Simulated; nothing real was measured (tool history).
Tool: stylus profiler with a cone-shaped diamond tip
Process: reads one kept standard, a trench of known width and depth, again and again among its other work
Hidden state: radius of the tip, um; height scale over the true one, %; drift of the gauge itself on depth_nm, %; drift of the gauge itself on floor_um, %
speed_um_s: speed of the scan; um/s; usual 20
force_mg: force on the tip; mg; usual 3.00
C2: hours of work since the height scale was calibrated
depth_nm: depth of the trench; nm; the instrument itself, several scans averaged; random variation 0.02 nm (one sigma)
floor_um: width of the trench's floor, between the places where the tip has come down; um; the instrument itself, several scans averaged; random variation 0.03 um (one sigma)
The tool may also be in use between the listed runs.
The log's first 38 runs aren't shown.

run 39 day=54.075 | speed_um_s=20 force_mg=6.09 | scans_with_this_tip=5916 C2=472 | depth_nm=102.46 floor_um=18.51
run 40 day=56.179 | speed_um_s=60 force_mg=2.77 | scans_with_this_tip=6019 C2=497 | depth_nm=101.45 floor_um=18.19
run 41 day=57.542 | speed_um_s=60 force_mg=2.77 | scans_with_this_tip=6086 C2=514 | depth_nm=101.43 floor_um=18.23
run 42 day=59.000 | speed_um_s=6 force_mg=5.61 | scans_with_this_tip=6157 C2=532 | depth_nm=102.31 floor_um=18.57
run 43 day=60.454 | speed_um_s=21 force_mg=5.49 | scans_with_this_tip=6228 C2=550 | depth_nm=102.29 floor_um=18.48
run 44 day=62.175 | speed_um_s=30 force_mg=1.66 | scans_with_this_tip=6312 C2=570 | depth_nm=101.00 floor_um=18.32
run 45 day=64.221 | speed_um_s=49 force_mg=7.77 | scans_with_this_tip=6413 C2=595 | depth_nm=102.90 floor_um=18.38
run 46 day=66.071 | speed_um_s=49 force_mg=7.77 | scans_with_this_tip=6503 C2=618 | depth_nm=102.89 floor_um=18.38

Forecast each of these 4 alternatives for the next run:
run A day=67.808 | speed_um_s=20 force_mg=1.21 | scans_with_this_tip=6588 C2=639 | depth_nm=? floor_um=?
run B day=67.808 | speed_um_s=7 force_mg=2.93 | scans_with_this_tip=6588 C2=639 | depth_nm=? floor_um=?
run C day=67.808 | speed_um_s=75 force_mg=2.20 | scans_with_this_tip=6588 C2=639 | depth_nm=? floor_um=?
run D day=67.808 | speed_um_s=33 force_mg=2.50 | scans_with_this_tip=6588 C2=639 | depth_nm=? floor_um=?

run=A depth_nm=100.83 floor_um=18.37
run=B depth_nm=101.48 floor_um=18.55
run=C depth_nm=101.24 floor_um=18.09
run=D depth_nm=101.32 floor_um=18.38
Without the tool's hidden state the same runs would have given:
run=A depth_nm=100.84 floor_um=18.38
run=B depth_nm=101.48 floor_um=18.55
run=C depth_nm=101.25 floor_um=18.09
run=D depth_nm=101.33 floor_um=18.39
